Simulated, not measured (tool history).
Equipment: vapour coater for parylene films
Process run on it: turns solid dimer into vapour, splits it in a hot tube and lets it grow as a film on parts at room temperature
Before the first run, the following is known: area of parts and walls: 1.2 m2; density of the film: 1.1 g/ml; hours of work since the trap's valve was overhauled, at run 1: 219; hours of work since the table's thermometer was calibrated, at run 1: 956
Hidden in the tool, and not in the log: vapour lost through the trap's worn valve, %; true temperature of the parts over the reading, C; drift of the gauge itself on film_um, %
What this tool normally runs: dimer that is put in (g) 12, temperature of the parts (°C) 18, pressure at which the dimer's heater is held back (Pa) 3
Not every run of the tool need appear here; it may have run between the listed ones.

run	day	dimer that is put in (g)	temperature of the parts (°C)	pressure at which the dimer's heater is held back (Pa)	hours of work since the trap's valve was overhauled	hours of work since the table's thermometer was calibrated	thickness of the film (um)
1	0	12	18	3	219	956	7.12
2	1.6	12	18	3	236	973	6.92
3	4.042	5	18	3	261	999	2.95
4	5.408	5	18	3	276	1013	2.87
5	6.962	5	18	3	292	1029	2.85
6	8.7	12	25	3	310	1048	6.14
7	10.167	12	25	3	326	1063	5.96
# day 12.05: trap's valve overhauled
8	12.867	6	12	11.88	9	1090	3.47
9	15.183	6	18	2.66	33	1114	3.82
10	17.05	6	18	2.66	52	1134	3.93
11	20.088	5	20	3	84	1165	3.04
12	22.408	5	20	3	109	1190	2.99

A few steps of thickness of the film (um) between consecutive runs. Split each: what settings, incoming material and random variation would produce without the hidden state, and what is left over for the hidden state, along with gauge scatter present in only one of the two compared results (measured, and without hidden state):
Run 2 -> 3: dimer that is put in (g) 12 -> 5. thickness of the film (um) -3.97: hidden state +0.43, all else -4.4.
Run 7 -> 8: dimer that is put in (g) 12 -> 6, temperature of the parts (°C) 25 -> 12, pressure at which the dimer's heater is held back (Pa) 3 -> 11.88, trap's valve overhauled. thickness of the film (um) -2.49: hidden state +0.89, all else -3.38.

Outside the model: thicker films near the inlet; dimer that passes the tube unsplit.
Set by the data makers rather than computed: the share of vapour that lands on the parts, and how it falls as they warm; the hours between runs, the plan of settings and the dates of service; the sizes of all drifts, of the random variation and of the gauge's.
